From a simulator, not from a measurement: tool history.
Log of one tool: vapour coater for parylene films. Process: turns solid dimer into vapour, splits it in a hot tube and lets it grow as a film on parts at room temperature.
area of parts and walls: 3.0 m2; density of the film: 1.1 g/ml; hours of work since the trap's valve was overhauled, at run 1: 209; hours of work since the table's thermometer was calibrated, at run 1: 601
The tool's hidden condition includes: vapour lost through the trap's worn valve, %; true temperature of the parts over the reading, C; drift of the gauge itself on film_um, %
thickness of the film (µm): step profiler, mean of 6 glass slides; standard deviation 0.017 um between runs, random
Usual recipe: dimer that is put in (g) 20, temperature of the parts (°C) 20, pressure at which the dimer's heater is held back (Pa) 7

run	hour	dimer that is put in (g)	temperature of the parts (°C)	pressure at which the dimer's heater is held back (Pa)	hours of work since the trap's valve was overhauled	hours of work since the table's thermometer was calibrated	thickness of the film (µm)
1	0	20	20	7	209	601	2.85
2	24.8	20	26	7	220	613	2.23
3	50.4	20	26	7	232	625	2.24
4	78.9	20	20	2.33	246	639	3.37
5	107	20	20	2.33	259	652	3.34
6	143.8	20	20	7	277	669	2.83
# hour 177.9: trap's valve overhauled
7	178.8	20	20	7	0	684	2.95
8	209.2	20	20	7	15	698	2.96
9	232.6	20	20	7	26	709	2.9
10	254.6	20	20	7	36	720	2.94
11	288.2	20	20	2.04	52	736	3.51
12	318	20	20	2.04	66	750	3.52
13	337.9	20	20	2.04	76	759	3.52
14	371.9	20	20	7	92	775	2.9
15	402	20	27	7	106	789	2.16
16	436.2	23	20	7	122	806	3.31
17	463.4	23	20	7	135	819	3.36
18	481.7	23	29	7	144	827	2.29
19	500.5	23	29	7	152	836	2.28
20	526.5	23	29	7	165	848	2.24
21	563.3	23	29	7	182	866	2.27
22	579.7	23	16	7	190	873	3.88
23	602.6	23	16	7	201	884	3.91
24	640.3	8	20	7	219	902	1.13
25	661.6	20	14	11.82	229	912	3.38
26	699.8	13	15	10.14	247	930	2.13
27	726.4	13	15	10.14	259	943	2.13
28	756.3	21	13	3.69	273	957	4.4
29	781.5	20	18	11.39	285	969	2.84
# hour 797: trap's valve overhauled
30	809.5	11	18	5.57	6	980	1.81
31	837.5	18	16	2.17	19	993	3.73
32	861.7	18	12	3.45	31	1005	4.1
33	893.9	13	27	7	46	1020	1.41
34	919.6	13	27	7	58	1032	1.41
35	958.3	8	32	2.02	76	1051	0.82
36	976.4	35	20	7	85	1059	5.08
37	1007.3	11	13	7	99	1074	2.12
38	1040.5	13	30	11.81	115	1089	1.16
39	1060.9	13	30	11.81	125	1099	1.16
40	1086.3	12	30	11.81	137	1111	1.05
41	1102.7	20	20	5.72	144	1119	2.96
42	1124.2	11	30	5.72	155	1129	1.07
43	1139.9	14	30	3.63	162	1136	1.48
44	1166.7	20	20	5.01	175	1149	3.01
45	1187	20	23	6.83	184	1159	2.51
46	1208.3	20	23	6.83	194	1169	2.49

5 ways to go on from here, each from the tool as it stands after run 46. What would each give?
A	1225.5	15	23	6.83	203	1177	?
B	1225.5	16	19	6.83	203	1177	?
C	1225.5	20	17	4.96	203	1177	?
D	1225.5	20	19	6.83	203	1177	?
E	1225.5	13	25	7	203	1177	?

run	thickness of the film (µm)
A	1.87
B	2.39
C	3.42
D	2.98
E	1.49
With no hidden state in the tool, these same runs would have given:
run	thickness of the film (µm)
A	1.95
B	2.49
C	3.56
D	3.1
E	1.56
